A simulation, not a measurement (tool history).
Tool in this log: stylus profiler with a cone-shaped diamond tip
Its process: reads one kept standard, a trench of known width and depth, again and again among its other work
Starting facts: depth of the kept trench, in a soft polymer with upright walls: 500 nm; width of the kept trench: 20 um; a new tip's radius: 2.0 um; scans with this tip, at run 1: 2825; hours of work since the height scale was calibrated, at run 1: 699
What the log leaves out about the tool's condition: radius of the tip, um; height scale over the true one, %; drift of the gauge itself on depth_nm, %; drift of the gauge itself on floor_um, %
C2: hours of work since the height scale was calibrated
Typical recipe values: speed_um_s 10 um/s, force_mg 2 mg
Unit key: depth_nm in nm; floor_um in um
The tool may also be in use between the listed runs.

Run 1, hour 0: usual settings; scans with this tip 2825; C2 699. Result: depth_nm 504.18 nm, floor_um 17.17 um.
Run 2, hour 20.7: usual settings but speed_um_s 35 um/s; scans with this tip 2882; C2 713. Result: depth_nm 504.32 nm, floor_um 17.12 um.
Run 3, hour 34.8: usual settings but speed_um_s 35 um/s; scans with this tip 2921; C2 723. Result: depth_nm 504.42 nm, floor_um 17.09 um.
Run 4, hour 61: usual settings but speed_um_s 35 um/s; scans with this tip 2993; C2 741. Result: depth_nm 504.27 nm, floor_um 16.98 um.
Run 5, hour 90.1: usual settings but speed_um_s 35 um/s; scans with this tip 3073; C2 760. Result: depth_nm 504.45 nm, floor_um 17.03 um.
Run 6, hour 116.2: usual settings but speed_um_s 26 um/s; scans with this tip 3145; C2 778. Result: depth_nm 504.19 nm, floor_um 17.02 um.
Run 7, hour 131.5: usual settings but speed_um_s 26 um/s; scans with this tip 3187; C2 788. Result: depth_nm 504.31 nm, floor_um 17.04 um.
Run 8, hour 148.8: usual settings but speed_um_s 26 um/s; scans with this tip 3234; C2 800. Result: depth_nm 504.42 nm, floor_um 17.11 um.
Run 9, hour 164.1: usual settings but speed_um_s 26 um/s; scans with this tip 3276; C2 811. Result: depth_nm 504.25 nm, floor_um 17.03 um.
Run 10, hour 179.3: usual settings; scans with this tip 3318; C2 821. Result: depth_nm 504.47 nm, floor_um 17.1 um.
Run 11, hour 207.5: usual settings; scans with this tip 3396; C2 840. Result: depth_nm 504.2 nm, floor_um 17.11 um.
Run 12, hour 231.7: usual settings; scans with this tip 3462; C2 857. Result: depth_nm 504.28 nm, floor_um 17.07 um.
Run 13, hour 250.5: usual settings; scans with this tip 3514; C2 869. Result: depth_nm 504.31 nm, floor_um 17.06 um.
Run 14, hour 262.6: usual settings; scans with this tip 3547; C2 878. Result: depth_nm 504.13 nm, floor_um 17.09 um.
Run 15, hour 275.5: usual settings but force_mg 2.12 mg; scans with this tip 3582; C2 886. Result: depth_nm 504.5 nm, floor_um 17.03 um.
Run 16, hour 288.3: usual settings but force_mg 1.61 mg; scans with this tip 3617; C2 895. Result: depth_nm 503.47 nm, floor_um 17.04 um.
Run 17, hour 311.4: usual settings but force_mg 1.43 mg; scans with this tip 3681; C2 911. Result: depth_nm 503.1 nm, floor_um 17.1 um.
Run 18, hour 334.9: usual settings; scans with this tip 3746; C2 927. Result: depth_nm 504.26 nm, floor_um 17.05 um.
Run 19, hour 347.4: usual settings but speed_um_s 3 um/s; scans with this tip 3780; C2 935. Result: depth_nm 504.24 nm, floor_um 17.09 um.
Run 20, hour 363.8: usual settings but speed_um_s 38 um/s; scans with this tip 3825; C2 946. Result: depth_nm 504.14 nm, floor_um 16.97 um.
Run 21, hour 384.1: usual settings but speed_um_s 38 um/s; scans with this tip 3881; C2 960. Result: depth_nm 504.27 nm, floor_um 16.98 um.
Run 22, hour 398.8: usual settings but speed_um_s 38 um/s; scans with this tip 3921; C2 970. Result: depth_nm 504.24 nm, floor_um 17.04 um.
Run 23, hour 411.7: usual settings but speed_um_s 38 um/s; scans with this tip 3957; C2 979. Result: depth_nm 504.17 nm, floor_um 17 um.
Run 24, hour 423.8: usual settings; scans with this tip 3990; C2 987. Result: depth_nm 503.97 nm, floor_um 17.05 um.
At hour 426.8: height scale calibrated on a step standard.
Run 25, hour 437.8: usual settings but speed_um_s 3 um/s, force_mg 1.5 mg; scans with this tip 4027; C2 7. Result: depth_nm 502.27 nm, floor_um 17.09 um.
Run 26, hour 456.3: usual settings but speed_um_s 26 um/s, force_mg 2.09 mg; scans with this tip 4078; C2 20. Result: depth_nm 503.57 nm, floor_um 17 um.
Run 27, hour 481.4: usual settings but force_mg 0.8 mg; scans with this tip 4147; C2 37. Result: depth_nm 500.94 nm, floor_um 17 um.
Run 28, hour 493.4: usual settings but force_mg 0.8 mg; scans with this tip 4180; C2 45. Result: depth_nm 500.85 nm, floor_um 17.01 um.
Run 29, hour 510.8: usual settings but force_mg 0.8 mg; scans with this tip 4228; C2 57. Result: depth_nm 500.89 nm, floor_um 17.02 um.
Run 30, hour 537.5: usual settings but force_mg 0.8 mg; scans with this tip 4301; C2 75. Result: depth_nm 500.81 nm, floor_um 17.03 um.
Run 31, hour 559.9: usual settings but force_mg 0.8 mg; scans with this tip 4363; C2 90. Result: depth_nm 500.76 nm, floor_um 17.03 um.
At hour 577: height scale calibrated on a step standard, once more.
Run 32, hour 587.1: usual settings but speed_um_s 11 um/s, force_mg 2.02 mg; scans with this tip 4436; C2 7. Result: depth_nm 505.32 nm, floor_um 17.04 um.
Run 33, hour 600.8: usual settings but speed_um_s 11 um/s, force_mg 2.02 mg; scans with this tip 4473; C2 16. Result: depth_nm 505.39 nm, floor_um 17.04 um.
Run 34, hour 624.1: usual settings but speed_um_s 8 um/s, force_mg 3.07 mg; scans with this tip 4537; C2 32. Result: depth_nm 507.05 nm, floor_um 17.05 um.
Run 35, hour 649.5: usual settings but speed_um_s 8 um/s, force_mg 3.07 mg; scans with this tip 4607; C2 49. Result: depth_nm 507.1 nm, floor_um 16.99 um.
Run 36, hour 675.2: usual settings but speed_um_s 8 um/s, force_mg 1.93 mg; scans with this tip 4678; C2 67. Result: depth_nm 505.22 nm, floor_um 16.99 um.
Run 37, hour 693.6: usual settings but speed_um_s 8 um/s, force_mg 1.93 mg; scans with this tip 4729; C2 79. Result: depth_nm 505 nm, floor_um 17.09 um.
Run 38, hour 716.6: usual settings but speed_um_s 8 um/s, force_mg 1.93 mg; scans with this tip 4792; C2 95. Result: depth_nm 505.06 nm, floor_um 17.01 um.
Run 39, hour 741.7: usual settings but speed_um_s 22 um/s, force_mg 3.73 mg; scans with this tip 4861; C2 112. Result: depth_nm 508.05 nm, floor_um 16.96 um.
Run 40, hour 766.9: usual settings but speed_um_s 22 um/s, force_mg 3.73 mg; scans with this tip 4930; C2 129. Result: depth_nm 507.91 nm, floor_um 17 um.
Run 41, hour 793.3: usual settings but force_mg 2.82 mg; scans with this tip 5003; C2 147. Result: depth_nm 506.71 nm, floor_um 16.98 um.
Run 42, hour 817.2: usual settings but speed_um_s 2 um/s, force_mg 5.02 mg; scans with this tip 5068; C2 163. Result: depth_nm 509.56 nm, floor_um 16.97 um.
Run 43, hour 846.1: usual settings but speed_um_s 2 um/s, force_mg 5.02 mg; scans with this tip 5147; C2 183. Result: depth_nm 509.63 nm, floor_um 16.97 um.
Run 44, hour 873.3: usual settings but speed_um_s 2 um/s, force_mg 4.14 mg; scans with this tip 5222; C2 201. Result: depth_nm 508.54 nm, floor_um 17 um.
Run 45, hour 897: usual settings but speed_um_s 5 um/s, force_mg 2.52 mg; scans with this tip 5288; C2 218. Result: depth_nm 505.92 nm, floor_um 17.01 um.
Run 46, hour 914.9: usual settings but speed_um_s 14 um/s, force_mg 3.7 mg; scans with this tip 5337; C2 230. Result: depth_nm 507.9 nm, floor_um 16.91 um.
Run 47, hour 933.2: usual settings but speed_um_s 14 um/s, force_mg 1.56 mg; scans with this tip 5387; C2 242. Result: depth_nm 504.18 nm, floor_um 16.95 um.

Alternative continuations, all from the tool just after run 47; predict every row:
Run A, hour 947.6: usual settings but speed_um_s 6 um/s, force_mg 1.52 mg; scans with this tip 5426; C2 252. Result: depth_nm ?, floor_um ?.
Run B, hour 947.6: usual settings but speed_um_s 4 um/s, force_mg 0.73 mg; scans with this tip 5426; C2 252. Result: depth_nm ?, floor_um ?.
Run C, hour 947.6: usual settings but speed_um_s 9 um/s, force_mg 3.22 mg; scans with this tip 5426; C2 252. Result: depth_nm ?, floor_um ?.

run  depth_nm  floor_um
  A    503.95     16.98
  B    502.46     16.95
  C    507.31     16.97
Without the tool's hidden state the same runs would have given:
run  depth_nm  floor_um
  A    504.25     17.34
  B    502.77     17.31
  C    507.62     17.33
